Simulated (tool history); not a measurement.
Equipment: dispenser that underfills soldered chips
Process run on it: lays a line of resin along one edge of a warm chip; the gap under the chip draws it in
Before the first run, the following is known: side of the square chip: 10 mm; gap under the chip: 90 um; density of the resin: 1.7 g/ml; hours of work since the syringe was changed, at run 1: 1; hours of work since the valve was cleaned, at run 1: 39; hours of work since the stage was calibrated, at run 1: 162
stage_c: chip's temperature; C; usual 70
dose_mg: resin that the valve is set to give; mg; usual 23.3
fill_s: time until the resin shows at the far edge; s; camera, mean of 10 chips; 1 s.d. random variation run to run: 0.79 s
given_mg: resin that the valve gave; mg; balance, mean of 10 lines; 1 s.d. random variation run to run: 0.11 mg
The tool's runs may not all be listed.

run   hour  stage_c  dose_mg  hours of work since the syringe was changed  hours of work since the valve was cleaned  hours of work since the stage was calibrated  fill_s  given_mg
  1    0.0       70     23.3                                            1                                         39                                           162    75.6     22.31
  2    9.4       70     21.4                                            8                                         46                                           170   113.4     20.55
      10.5  -- new syringe of resin
      21.7  -- new syringe of resin
  3   21.9       56     23.3                                            0                                         56                                           179   138.9     21.91
  4   30.9       56     23.3                                            7                                         63                                           186   194.6     21.73
      32.9  -- new syringe of resin
  5   42.8       66     23.3                                            8                                         72                                           195   131.8     21.76
      43.8  -- new syringe of resin
  6   52.9       56     23.3                                            7                                         79                                           203   197.0     21.58
      54.8  -- new syringe of resin
  7   62.9       56     23.3                                            6                                         87                                           210   187.4     21.16
      65.6  -- new syringe of resin
  8   70.7       56     23.3                                            4                                         93                                           216   169.7     21.15
      77.1  -- new syringe of resin
  9   77.1       56     23.3                                            0                                         98                                           221   137.0     20.90
      84.2  -- dispensing valve cleaned and set on the balance
 10   86.7       56     23.3                                            7                                          2                                           228   191.6     23.28
      88.7  -- new syringe of resin
 11   93.8       70     23.3                                            4                                          7                                           233    89.3     23.14
      99.9  -- new syringe of resin
 12  104.4       70     23.3                                            4                                         15                                           241    86.0     23.00
     110.8  -- new syringe of resin
 13  110.8       70     23.3                                            0                                         20                                           246    71.5     22.93
 14  119.5       70     23.3                                            7                                         27                                           253   102.3     22.64
     122.1  -- new syringe of resin
 15  125.8       70     23.3                                            3                                         32                                           258    83.9     22.48
 16  131.9       81     26.0                                            8                                         36                                           262    65.6     25.32
     132.9  -- new syringe of resin
 17  141.9       81     26.0                                            7                                         44                                           270    65.9     24.96
     144.0  -- new syringe of resin
 18  150.7       77     24.2                                            5                                         51                                           277    67.2     22.95
     155.1  -- new syringe of resin
 19  161.7       61     20.1                                            5                                         59                                           285   143.3     19.15
     166.0  -- new syringe of resin
 20  173.1       61     20.1                                            6                                         68                                           294   148.1     18.64
     176.7  -- new syringe of resin
 21  183.1       73     20.1                                            5                                         75                                           301    88.3     18.68
     187.5  -- new syringe of resin
 22  193.4       73     20.1                                            5                                         83                                           309    84.0     18.44
     198.7  -- new syringe of resin
 23  199.9       73     20.1                                            1                                         88                                           314    68.8     18.49
 24  206.0       56     23.2                                            6                                         93                                           319   179.8     21.19
     210.0  -- new syringe of resin
 25  211.5       56     23.2                                            1                                         97                                           323   139.6     20.91
     219.4  -- dispensing valve cleaned and set on the balance
     221.8  -- new syringe of resin
 26  224.5       56     23.2                                            2                                          4                                           332   147.6     22.99
 27  230.4       76     20.9                                            7                                          8                                           337    80.7     20.78
     232.8  -- new syringe of resin
 28  237.7       76     20.9                                            4                                         14                                           342    70.0     20.69

Forecast each of these 3 alternatives for the next run:
     244.3  -- new syringe of resin
  A  246.8       66     20.3                                            2                                         21                                           349       ?         ?
     244.3  -- new syringe of resin
  B  246.8       83     21.5                                            2                                         21                                           349       ?         ?
     244.3  -- new syringe of resin
  C  246.8       60     23.3                                            2                                         21                                           349       ?         ?

run  fill_s  given_mg
  A    98.6     19.74
  B    47.3     20.94
  C   124.0     22.86
Without the tool's hidden state the same runs would have given:
run  fill_s  given_mg
  A    91.6     20.15
  B    43.9     21.37
  C   115.6     23.33

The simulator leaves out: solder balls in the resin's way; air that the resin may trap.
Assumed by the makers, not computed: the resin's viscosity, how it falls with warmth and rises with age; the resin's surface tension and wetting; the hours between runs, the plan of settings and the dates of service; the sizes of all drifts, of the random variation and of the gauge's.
